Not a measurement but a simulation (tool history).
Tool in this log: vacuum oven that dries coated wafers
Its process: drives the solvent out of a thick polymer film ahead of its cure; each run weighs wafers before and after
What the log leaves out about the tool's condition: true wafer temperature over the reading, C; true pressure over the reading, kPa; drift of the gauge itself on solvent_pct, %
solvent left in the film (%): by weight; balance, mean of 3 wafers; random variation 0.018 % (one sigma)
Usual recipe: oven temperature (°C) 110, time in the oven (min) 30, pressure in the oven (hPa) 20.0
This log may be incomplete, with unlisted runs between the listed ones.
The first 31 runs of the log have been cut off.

run,day,oven temperature (°C),time in the oven (min),pressure in the oven (hPa),hours of work since the thermocouples were calibrated,hours of work since the vacuum gauge was cleaned of residue,solvent left in the film (%)
32,22.738,106,25,56.8,1427,1106,5.42
33,23.754,106,25,56.8,1446,1126,5.46
34,24.742,106,25,56.8,1465,1145,5.46
35,25.288,108,34,29.6,1475,1155,2.91
36,26.096,108,26,23.9,1491,1171,3.74
37,26.979,108,26,23.9,1508,1188,3.77
38,27.588,108,26,23.9,1520,1199,3.77
39,28.142,124,15,51.4,1530,1210,2.50
40,29.183,106,27,11.8,1550,1230,3.81
41,30.246,109,30,78.8,1570,1250,4.52
42,31.300,110,52,29.7,1591,1270,1.44
# day 31.538: oven's thermocouples calibrated
43,32.200,118,52,29.7,13,1286,0.82
44,33.271,103,52,28.1,33,1307,2.61
45,34.212,103,43,19.7,51,1325,3.02
46,35.238,103,43,19.7,71,1344,2.98

Predict each of these 5 candidate next runs independently; none follows another, all start after run 46:
A,36.079,110,51,18.2,87,1361,?
B,36.079,125,24,44.8,87,1361,?
C,36.079,111,44,12.9,87,1361,?
D,36.079,110,16,23.1,87,1361,?
E,36.079,96,40,20.0,87,1361,?

run,solvent left in the film (%)
A,1.09
B,1.22
C,1.07
D,5.30
E,5.38
Take away the tool's hidden state, keep each run's random variation, and the runs would have read:
run,solvent left in the film (%)
A,1.08
B,1.21
C,1.07
D,5.29
E,5.38

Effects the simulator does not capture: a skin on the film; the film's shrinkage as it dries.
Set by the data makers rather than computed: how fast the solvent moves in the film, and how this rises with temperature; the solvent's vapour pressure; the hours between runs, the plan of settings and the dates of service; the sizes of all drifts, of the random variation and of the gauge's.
